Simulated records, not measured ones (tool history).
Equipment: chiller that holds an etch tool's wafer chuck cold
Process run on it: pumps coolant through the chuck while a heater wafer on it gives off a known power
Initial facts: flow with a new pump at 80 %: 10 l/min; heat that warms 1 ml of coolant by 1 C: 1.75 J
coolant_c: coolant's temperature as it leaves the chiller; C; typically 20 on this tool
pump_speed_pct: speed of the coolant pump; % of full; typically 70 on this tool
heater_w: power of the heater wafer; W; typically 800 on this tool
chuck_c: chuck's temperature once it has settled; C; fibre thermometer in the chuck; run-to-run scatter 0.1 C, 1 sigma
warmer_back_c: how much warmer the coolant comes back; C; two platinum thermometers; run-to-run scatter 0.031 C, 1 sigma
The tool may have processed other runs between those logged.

run,hour,coolant_c,pump_speed_pct,heater_w,chuck_c,warmer_back_c
1,0.0,20,70,800,29.9,3.14
2,16.2,20,70,800,29.7,3.22
3,54.9,20,93,800,27.3,2.36
4,83.6,20,93,800,27.4,2.40
5,121.8,20,70,800,29.9,3.31
6,152.7,19,70,800,29.1,3.31
7,169.5,20,70,800,29.8,3.34
8,186.6,20,70,800,30.2,3.40
9,219.4,20,70,800,29.8,3.40
10,252.5,20,87,914,29.1,3.05
11,271.5,20,88,1048,30.3,3.51
12,306.2,20,77,458,25.3,1.87
13,332.2,20,77,458,24.9,1.88
14,351.6,18,79,682,25.6,2.69
15,375.0,20,70,721,28.9,3.23
16,406.3,20,70,721,28.9,3.19
17,434.3,20,70,721,28.9,3.27
18,451.7,24,75,721,32.2,3.08

3 ways to go on from here, each from the tool as it stands after run 18. What would each give?
# hour 481.7: gauge calibrated
A,484.8,20,67,800,?,?
# hour 481.7: gauge calibrated
B,484.8,20,81,925,?,?
# hour 481.7: gauge calibrated
C,484.8,21,74,534,?,?

run,chuck_c,warmer_back_c
A,30.3,3.33
B,30.0,3.14
C,27.2,2.01
With no hidden state in the tool, these same runs would have given:
run,chuck_c,warmer_back_c
A,30.3,3.33
B,29.9,3.13
C,27.2,2.00
